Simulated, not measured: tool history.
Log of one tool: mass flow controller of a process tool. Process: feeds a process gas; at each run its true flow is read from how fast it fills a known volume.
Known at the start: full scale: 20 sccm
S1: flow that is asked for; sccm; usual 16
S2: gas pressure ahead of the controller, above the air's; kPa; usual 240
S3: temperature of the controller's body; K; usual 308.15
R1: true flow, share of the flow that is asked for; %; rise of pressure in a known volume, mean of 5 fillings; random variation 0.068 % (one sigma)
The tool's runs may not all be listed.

| run | hour | S1 | S2 | S3 | R1 |
|---|---|---|---|---|---|
| 1 | 0 | 16 | 240 | 308.15 | 99.18 |
| 2 | 70.2 | 16 | 240 | 308.15 | 99.21 |
| 3 | 139.7 | 16 | 240 | 308.15 | 99.24 |
| 4 | 197.9 | 16 | 203 | 308.15 | 99.18 |
| 5 | 288.2 | 16 | 261 | 308.15 | 99.35 |
| 6 | 382.3 | 16 | 261 | 308.15 | 99.16 |
| 7 | 422 | 16 | 261 | 308.15 | 99.19 |
| 8 | 493.4 | 16 | 261 | 308.15 | 99.27 |
| 9 | 533.7 | 16 | 261 | 308.15 | 99.22 |
| 10 | 623.5 | 16 | 261 | 308.15 | 99.28 |
| 11 | 670.9 | 16 | 261 | 308.15 | 99.25 |
| 12 | 718.6 | 16 | 261 | 308.15 | 99.17 |
| 13 | 794.6 | 16 | 240 | 308.15 | 99.28 |
| 14 | 845.3 | 4 | 240 | 308.15 | 97.62 |
| 15 | 892.5 | 16 | 280 | 308.15 | 99.19 |
| 16 | 952.4 | 5 | 209 | 295.15 | 98.69 |
| 17 | 1036.2 | 5 | 183 | 295.15 | 98.61 |
| 18 | 1087.6 | 5 | 183 | 295.15 | 98.7 |
| 19 | 1133.7 | 5 | 183 | 295.15 | 98.56 |
| 20 | 1175.2 | 16 | 240 | 298.15 | 99.89 |
| 21 | 1242.5 | 16 | 240 | 298.15 | 99.98 |
| 22 | 1306.2 | 16 | 240 | 298.15 | 99.92 |
| 23 | 1391.4 | 16 | 240 | 298.15 | 99.78 |
| 24 | 1443.7 | 16 | 200 | 294.15 | 100.06 |
| 25 | 1512.5 | 16 | 200 | 294.15 | 100.08 |
| 26 | 1567.8 | 16 | 200 | 294.15 | 100.03 |

3 ways to go on from here, each from the tool as it stands after run 26. What would each give?
| A | 1611.9 | 4 | 157 | 299.15 | ? |
| B | 1611.9 | 13 | 180 | 294.15 | ? |
| C | 1611.9 | 16 | 166 | 302.15 | ? |

| run | R1 |
|---|---|
| A | 97.69 |
| B | 99.81 |
| C | 99.43 |
Without the tool's hidden state the same runs would have given:
| run | R1 |
|---|---|
| A | 99.34 |
| B | 99.99 |
| C | 99.49 |
